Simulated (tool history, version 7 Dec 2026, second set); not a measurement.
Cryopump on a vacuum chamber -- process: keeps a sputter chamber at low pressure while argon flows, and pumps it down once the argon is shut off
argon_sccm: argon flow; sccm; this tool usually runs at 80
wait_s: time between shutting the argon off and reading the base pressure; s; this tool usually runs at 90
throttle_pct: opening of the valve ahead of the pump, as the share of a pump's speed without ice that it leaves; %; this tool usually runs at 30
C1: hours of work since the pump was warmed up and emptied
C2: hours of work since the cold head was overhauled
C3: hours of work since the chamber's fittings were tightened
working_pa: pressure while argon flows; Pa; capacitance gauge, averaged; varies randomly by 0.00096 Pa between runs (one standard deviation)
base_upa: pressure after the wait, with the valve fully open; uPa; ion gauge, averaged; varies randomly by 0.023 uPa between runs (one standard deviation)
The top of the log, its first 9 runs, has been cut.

{"run": 10, "hour": 266.4, "argon_sccm": 84, "wait_s": 90, "throttle_pct": 30, "C1": 384, "C2": 384, "C3": 822, "working_pa": 0.2281, "base_upa": 1.59}
{"run": 11, "hour": 295.2, "argon_sccm": 45, "wait_s": 90, "throttle_pct": 30, "C1": 398, "C2": 398, "C3": 837, "working_pa": 0.1231, "base_upa": 1.65}
{"run": 12, "hour": 324.8, "argon_sccm": 80, "wait_s": 90, "throttle_pct": 30, "C1": 413, "C2": 413, "C3": 852, "working_pa": 0.2167, "base_upa": 1.61}
{"run": 13, "hour": 353.1, "argon_sccm": 80, "wait_s": 90, "throttle_pct": 30, "C1": 428, "C2": 428, "C3": 866, "working_pa": 0.2169, "base_upa": 1.67}
{"run": 14, "hour": 387.1, "argon_sccm": 137, "wait_s": 90, "throttle_pct": 30, "C1": 445, "C2": 445, "C3": 883, "working_pa": 0.374, "base_upa": 1.71}
{"run": 15, "hour": 420.8, "argon_sccm": 80, "wait_s": 90, "throttle_pct": 30, "C1": 462, "C2": 462, "C3": 900, "working_pa": 0.2179, "base_upa": 1.7}
{"run": 16, "hour": 441.4, "argon_sccm": 80, "wait_s": 90, "throttle_pct": 30, "C1": 472, "C2": 472, "C3": 911, "working_pa": 0.2182, "base_upa": 1.76}
{"run": 17, "hour": 469.0, "argon_sccm": 80, "wait_s": 90, "throttle_pct": 30, "C1": 486, "C2": 486, "C3": 925, "working_pa": 0.2193, "base_upa": 1.73}
{"run": 18, "hour": 498.8, "argon_sccm": 80, "wait_s": 90, "throttle_pct": 30, "C1": 501, "C2": 501, "C3": 940, "working_pa": 0.2196, "base_upa": 1.79}
{"run": 19, "hour": 528.6, "argon_sccm": 80, "wait_s": 90, "throttle_pct": 30, "C1": 516, "C2": 516, "C3": 955, "working_pa": 0.2205, "base_upa": 1.82}
{"run": 20, "hour": 546.3, "argon_sccm": 76, "wait_s": 70, "throttle_pct": 34, "C1": 525, "C2": 525, "C3": 964, "working_pa": 0.1864, "base_upa": 1.92}
{"run": 21, "hour": 569.8, "argon_sccm": 48, "wait_s": 63, "throttle_pct": 16, "C1": 537, "C2": 537, "C3": 976, "working_pa": 0.2404, "base_upa": 2.07}
{"run": 22, "hour": 601.6, "argon_sccm": 80, "wait_s": 47, "throttle_pct": 51, "C1": 553, "C2": 553, "C3": 992, "working_pa": 0.1365, "base_upa": 2.38}
{"run": 23, "hour": 617.4, "argon_sccm": 80, "wait_s": 47, "throttle_pct": 51, "C1": 561, "C2": 561, "C3": 1000, "working_pa": 0.1362, "base_upa": 2.41}
{"run": 24, "hour": 632.1, "argon_sccm": 140, "wait_s": 34, "throttle_pct": 26, "C1": 569, "C2": 569, "C3": 1007, "working_pa": 0.4465, "base_upa": 2.85}
{"run": 25, "hour": 661.1, "argon_sccm": 140, "wait_s": 34, "throttle_pct": 26, "C1": 583, "C2": 583, "C3": 1022, "working_pa": 0.4437, "base_upa": 2.92}
{"run": 26, "hour": 681.7, "argon_sccm": 143, "wait_s": 182, "throttle_pct": 19, "C1": 594, "C2": 594, "C3": 1032, "working_pa": 0.611, "base_upa": 1.69}
{"run": 27, "hour": 712.2, "argon_sccm": 80, "wait_s": 199, "throttle_pct": 24, "C1": 609, "C2": 609, "C3": 1048, "working_pa": 0.2759, "base_upa": 1.57}
{"run": 28, "hour": 739.7, "argon_sccm": 80, "wait_s": 244, "throttle_pct": 21, "C1": 623, "C2": 623, "C3": 1061, "working_pa": 0.312, "base_upa": 1.64}
{"run": 29, "hour": 763.2, "argon_sccm": 80, "wait_s": 244, "throttle_pct": 21, "C1": 635, "C2": 635, "C3": 1073, "working_pa": 0.3138, "base_upa": 1.66}
{"run": 30, "hour": 779.0, "argon_sccm": 80, "wait_s": 90, "throttle_pct": 21, "C1": 643, "C2": 643, "C3": 1081, "working_pa": 0.3141, "base_upa": 2.05}
{"run": 31, "hour": 801.7, "argon_sccm": 80, "wait_s": 81, "throttle_pct": 27, "C1": 654, "C2": 654, "C3": 1093, "working_pa": 0.2482, "base_upa": 2.12}
{"run": 32, "hour": 828.0, "argon_sccm": 66, "wait_s": 197, "throttle_pct": 46, "C1": 668, "C2": 668, "C3": 1106, "working_pa": 0.1273, "base_upa": 1.75}

Below are 5 alternative next runs, each starting from the tool's condition after run 32. Predict each:
{"run": "A", "hour": 853.3, "argon_sccm": 54, "wait_s": 144, "throttle_pct": 19, "C1": 680, "C2": 680, "C3": 1119, "working_pa": "?", "base_upa": "?"}
{"run": "B", "hour": 853.3, "argon_sccm": 109, "wait_s": 300, "throttle_pct": 46, "C1": 680, "C2": 680, "C3": 1119, "working_pa": "?", "base_upa": "?"}
{"run": "C", "hour": 853.3, "argon_sccm": 143, "wait_s": 38, "throttle_pct": 30, "C1": 680, "C2": 680, "C3": 1119, "working_pa": "?", "base_upa": "?"}
{"run": "D", "hour": 853.3, "argon_sccm": 148, "wait_s": 90, "throttle_pct": 30, "C1": 680, "C2": 680, "C3": 1119, "working_pa": "?", "base_upa": "?"}
{"run": "E", "hour": 853.3, "argon_sccm": 66, "wait_s": 189, "throttle_pct": 56, "C1": 680, "C2": 680, "C3": 1119, "working_pa": "?", "base_upa": "?"}

run=A working_pa=0.233 base_upa=1.99
run=B working_pa=0.2089 base_upa=1.68
run=C working_pa=0.4033 base_upa=2.85
run=D working_pa=0.4187 base_upa=2.15
run=E working_pa=0.1084 base_upa=1.83
What these runs would have given with no unlogged condition in the tool:
run=A working_pa=0.2197 base_upa=0.54
run=B working_pa=0.182 base_upa=0.31
run=C working_pa=0.3679 base_upa=1.49
run=D working_pa=0.382 base_upa=0.74
run=E working_pa=0.0919 base_upa=0.43
